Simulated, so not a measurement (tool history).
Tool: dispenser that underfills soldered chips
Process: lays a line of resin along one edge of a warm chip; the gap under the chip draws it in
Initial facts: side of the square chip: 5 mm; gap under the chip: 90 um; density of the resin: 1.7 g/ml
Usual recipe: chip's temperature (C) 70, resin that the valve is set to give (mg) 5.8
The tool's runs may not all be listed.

run  hour  chip's temperature (C)  resin that the valve is set to give (mg)  time until the resin shows at the far edge (s)  resin that the valve gave (mg)
  1     0                      70                                       5.8                                            12.3                            5.44
      1.8  -- new syringe of resin
  2   3.2                      70                                       5.8                                            10.9                            5.42
  3   6.9                      70                                       5.8                                            11.4                             5.4
      9.5  -- new syringe of resin
  4   9.5                      70                                       5.8                                              10                            5.44
  5    13                      70                                       5.8                                            11.5                            5.34
  6  15.1                      70                                       5.8                                            11.9                            5.33
     17.3  -- new syringe of resin
  7  17.7                      70                                       5.8                                             9.7                            5.45
  8  19.7                      70                                       5.8                                            11.2                            5.33
  9  22.3                      70                                       5.8                                              12                            5.33
     25.1  -- new syringe of resin
 10  25.2                      82                                      5.52                                             6.8                            5.08
 11  28.8                      55                                      5.97                                            18.8                            5.45
     33.1  -- new syringe of resin
 12  33.7                      83                                      7.09                                             7.2                            6.48
 13  36.5                      64                                      5.64                                            14.5                             5.1
 14    40                      64                                      5.64                                            16.3                            5.12
     40.9  -- new syringe of resin
 15  42.7                      64                                      5.64                                            13.1                             5.2
     44.3  -- dispensing valve cleaned and set on the balance
 16  47.8                      64                                      5.64                                            14.6                            5.66
     49.9  -- new syringe of resin
 17  50.2                      70                                      6.23                                            10.2                            6.16
 18  53.6                      62                                       5.8                                            14.8                            5.82

Forecast each of these 4 alternatives for the next run:
  A  57.2                      59                                       5.8                                               ?                               ?
  B  57.2                      65                                       5.8                                               ?                               ?
  C  57.2                      64                                       6.2                                               ?                               ?
  D  57.2                      68                                       5.8                                               ?                               ?

run  time until the resin shows at the far edge (s)  resin that the valve gave (mg)
  A                                            18.5                            5.78
  B                                            15.2                            5.75
  C                                            15.7                            6.05
  D                                            13.6                            5.74
With the hidden condition removed and each run's random variation left untouched, the same runs would have given:
run  time until the resin shows at the far edge (s)  resin that the valve gave (mg)
  A                                            14.4                            5.83
  B                                            11.9                             5.8
  C                                            12.3                             6.1
  D                                            10.6                            5.79

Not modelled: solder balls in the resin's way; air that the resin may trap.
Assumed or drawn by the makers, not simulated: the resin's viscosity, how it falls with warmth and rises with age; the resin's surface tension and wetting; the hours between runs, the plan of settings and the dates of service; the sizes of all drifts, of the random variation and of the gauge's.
